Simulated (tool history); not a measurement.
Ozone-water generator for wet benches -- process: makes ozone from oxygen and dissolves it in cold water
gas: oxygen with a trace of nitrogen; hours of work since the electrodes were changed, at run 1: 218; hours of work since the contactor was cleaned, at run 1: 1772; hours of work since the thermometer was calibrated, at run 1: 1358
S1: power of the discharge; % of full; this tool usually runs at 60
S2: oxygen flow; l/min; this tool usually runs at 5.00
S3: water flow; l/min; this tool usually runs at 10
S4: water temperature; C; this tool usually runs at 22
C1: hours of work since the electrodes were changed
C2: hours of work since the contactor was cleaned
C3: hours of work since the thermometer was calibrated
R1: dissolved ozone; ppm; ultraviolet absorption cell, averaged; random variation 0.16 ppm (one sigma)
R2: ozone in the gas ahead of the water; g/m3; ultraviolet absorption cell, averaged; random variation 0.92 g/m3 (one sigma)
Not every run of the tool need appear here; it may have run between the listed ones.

run     day  S1    S2  S3  S4    C1    C2    C3    R1     R2
  1   0.000  60  5.00  10  22   218  1772  1358  21.0  152.3
  2   3.204  60  5.00  10  22   287  1841  1427  20.3  152.4
      3.917  -- contactor cleaned
  3   6.625  60  5.00  12  22   357    58  1497  18.7  152.7
  4   8.254  60  5.00   9  22   392    93  1532  22.2  152.4
  5  10.454  60  5.00   9  22   439   140  1579  22.4  151.2
  6  12.379  60  5.00   9  22   480   182  1620  22.5  150.1
  7  13.896  60  5.00  10  22   513   214  1653  20.7  151.6
  8  16.462  60  3.08  10  22   568   269  1708  21.8  193.7
  9  19.800  60  3.08  10  22   639   341  1779  22.0  193.3
 10  22.296  60  3.08  10  22   693   394  1833  21.5  191.3
 11  24.583  60  3.08  10  19   742   444  1882  23.2  191.8
 12  27.304  60  3.08  10  19   800   502  1940  22.6  191.3
 13  29.229  60  3.08  10  19   842   543  1982  22.9  190.1
 14  32.283  60  3.08  10  19   907   609  2047  22.6  190.2
 15  35.250  60  3.08  10  19   971   672  2111  22.6  186.7
 16  38.075  60  3.08  10  19  1032   733  2171  22.1  191.7
 17  39.675  60  3.08  10  19  1066   767  2206  22.1  188.6
 18  41.800  60  3.08  10  19  1111   813  2251  21.9  189.5
 19  45.275  60  3.08  10  19  1186   887  2326  22.2  187.9
 20  47.675  43  3.08  10  29  1238   939  2377  14.8  148.4
 21  49.888  43  3.08  13  18  1285   986  2425  14.4  148.4
 22  52.679  43  3.08  13  18  1345  1046  2485  14.4  149.3
 23  54.933  43  3.08  13  18  1393  1095  2533  14.3  149.2
 24  58.346  43  3.08  12  18  1467  1168  2606  15.5  148.6
 25  61.775  43  3.08  12  18  1540  1242  2680  15.5  148.6

What does the tool deliver on the next run?
 26  63.504  43  3.08  12  18  1577  1279  2717   ?   ?

R1: 15.4 ppm
R2: 148.4 g/m3
Without the tool's hidden state the same run would have given R1 16.5 ppm, R2 155.3 g/m3.
